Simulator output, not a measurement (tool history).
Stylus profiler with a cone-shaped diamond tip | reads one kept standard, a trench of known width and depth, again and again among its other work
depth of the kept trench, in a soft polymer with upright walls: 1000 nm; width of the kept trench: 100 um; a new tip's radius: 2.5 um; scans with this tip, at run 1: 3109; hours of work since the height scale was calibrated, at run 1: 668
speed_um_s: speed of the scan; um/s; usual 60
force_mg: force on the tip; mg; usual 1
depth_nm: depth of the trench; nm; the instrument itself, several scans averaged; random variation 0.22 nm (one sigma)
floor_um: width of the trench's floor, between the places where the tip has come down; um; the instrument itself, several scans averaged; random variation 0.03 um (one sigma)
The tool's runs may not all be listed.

| run | hour | speed_um_s | force_mg | scans with this tip | hours of work since the height scale was calibrated | depth_nm | floor_um |
|---|---|---|---|---|---|---|---|
| 1 | 0 | 60 | 1 | 3109 | 668 | 1001.66 | 95.51 |
| 2 | 25.1 | 60 | 1 | 3196 | 687 | 1002.12 | 95.48 |
| 3 | 55.2 | 60 | 1 | 3299 | 709 | 1001.85 | 95.53 |
| 4 | 80.6 | 60 | 1 | 3386 | 727 | 1001.81 | 95.49 |
| 5 | 94.5 | 60 | 0.6 | 3434 | 738 | 1000.67 | 95.42 |
| 6 | 110.6 | 60 | 0.6 | 3489 | 750 | 1000.64 | 95.37 |
| 7 | 128.8 | 60 | 1.11 | 3552 | 763 | 1001.83 | 95.44 |
| 8 | 146.2 | 60 | 1.11 | 3611 | 776 | 1002.11 | 95.47 |
| 9 | 169.7 | 60 | 1.11 | 3692 | 793 | 1001.84 | 95.42 |
| 10 | 197.9 | 60 | 1.11 | 3789 | 814 | 1001.44 | 95.42 |
| 11 | 215.9 | 60 | 1.11 | 3851 | 827 | 1001.69 | 95.49 |
| 12 | 228.2 | 60 | 1.11 | 3893 | 836 | 1001.71 | 95.46 |
| 13 | 255.4 | 60 | 1.13 | 3986 | 856 | 1001.88 | 95.44 |
| 14 | 268.6 | 60 | 1.13 | 4031 | 866 | 1001.31 | 95.39 |
| 15 | 292 | 60 | 1 | 4112 | 883 | 1001.34 | 95.41 |
| 16 | 310.2 | 60 | 1 | 4174 | 897 | 1001.14 | 95.37 |
| 17 | 330.2 | 60 | 1 | 4243 | 911 | 1001.72 | 95.41 |
| 18 | 350.5 | 60 | 1 | 4312 | 926 | 1001.61 | 95.37 |
| 19 | 380 | 60 | 1 | 4414 | 948 | 1001.29 | 95.34 |
| 20 | 396.2 | 60 | 1 | 4469 | 960 | 1001.19 | 95.4 |
| 21 | 415.5 | 60 | 1 | 4536 | 974 | 1001.21 | 95.32 |
| 22 | 435.8 | 60 | 1 | 4605 | 989 | 1001.2 | 95.3 |
| 23 | 463.5 | 60 | 1 | 4700 | 1010 | 1000.97 | 95.38 |
| 24 | 484.8 | 48 | 1.23 | 4774 | 1026 | 1001.63 | 95.42 |
| 25 | 507.3 | 64 | 1 | 4850 | 1042 | 1000.91 | 95.35 |
| 26 | 533.9 | 23 | 0.84 | 4942 | 1062 | 1000.38 | 95.48 |
| 27 | 557 | 17 | 1.43 | 5021 | 1079 | 1002.01 | 95.38 |
| 28 | 585.5 | 17 | 1.43 | 5119 | 1100 | 1002.01 | 95.36 |
| 29 | 609.8 | 124 | 1.66 | 5202 | 1118 | 1002.16 | 95.17 |
| 30 | 626.3 | 62 | 1.64 | 5259 | 1130 | 1002.46 | 95.33 |
| 31 | 650.4 | 36 | 0.55 | 5342 | 1148 | 999.93 | 95.34 |
| 32 | 680 | 195 | 2.23 | 5444 | 1169 | 1003.4 | 95.13 |
| 33 | 701.1 | 195 | 2.22 | 5516 | 1185 | 1003.46 | 95.09 |
| 34 | 728.5 | 195 | 2.22 | 5610 | 1205 | 1003.45 | 95.06 |
|  | 749.6 | height scale calibrated on a step standard |
| 35 | 750.7 | 68 | 0.56 | 5684 | 1 | 1002.98 | 95.17 |
| 36 | 775.7 | 68 | 0.56 | 5770 | 19 | 1002.9 | 95.21 |
| 37 | 797.1 | 60 | 0.47 | 5844 | 35 | 1002.49 | 95.17 |
| 38 | 815.4 | 119 | 1 | 5907 | 49 | 1003.69 | 95.05 |
| 39 | 839 | 119 | 1 | 5988 | 66 | 1004.12 | 95.13 |
| 40 | 855 | 88 | 1.55 | 6042 | 78 | 1005.16 | 95.19 |
| 41 | 885 | 142 | 0.41 | 6145 | 100 | 1001.96 | 94.77 |

Run 42 comes next. What will it give?
| 42 | 903.3 | 79 | 0.94 | 6208 | 113 | ? | ? |

Run 42 gave depth_nm 1003.99 nm, floor_um 95.14 um.
Without the tool's hidden state the same run would have given depth_nm 1004.11 nm, floor_um 95.76 um.
